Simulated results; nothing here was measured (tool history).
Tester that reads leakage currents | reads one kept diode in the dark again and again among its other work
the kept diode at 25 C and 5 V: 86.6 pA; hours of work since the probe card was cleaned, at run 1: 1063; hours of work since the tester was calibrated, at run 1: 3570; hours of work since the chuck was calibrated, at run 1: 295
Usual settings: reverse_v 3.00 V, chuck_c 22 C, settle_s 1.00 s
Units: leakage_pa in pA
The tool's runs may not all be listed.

run,hour,reverse_v,chuck_c,settle_s,hours of work since the probe card was cleaned,hours of work since the tester was calibrated,hours of work since the chuck was calibrated,leakage_pa
1,0.0,3.00,22,1.00,1063,3570,295,50.50
2,112.6,3.00,22,1.00,1121,3628,354,50.64
3,203.4,3.00,22,1.00,1169,3676,401,50.62
4,353.6,3.00,22,1.00,1247,3754,480,50.55
5,455.7,3.00,22,1.00,1301,3808,533,51.05
6,582.1,7.61,33,0.44,1367,3874,599,216.89
7,750.2,7.61,33,0.44,1454,3961,687,216.23
8,884.6,2.50,47,1.12,1525,4032,757,370.97
# hour 901.5: chuck's temperature calibrated
9,1001.5,18.03,40,1.12,1585,4092,52,609.74
10,1107.8,3.00,54,5.09,1640,4147,108,684.00

3 ways to go on from here, each from the tool as it stands after run 10. What would each give?
# hour 1158.4: probe card cleaned and baked
A,1209.9,3.00,22,1.26,27,4199,160,?
# hour 1158.4: probe card cleaned and baked
B,1209.9,1.27,28,0.63,27,4199,160,?
# hour 1158.4: probe card cleaned and baked
C,1209.9,7.20,24,1.04,27,4199,160,?

run,leakage_pa
A,50.87
B,54.17
C,96.56
Without the tool's hidden state the same runs would have given:
run,leakage_pa
A,50.87
B,54.16
C,96.54
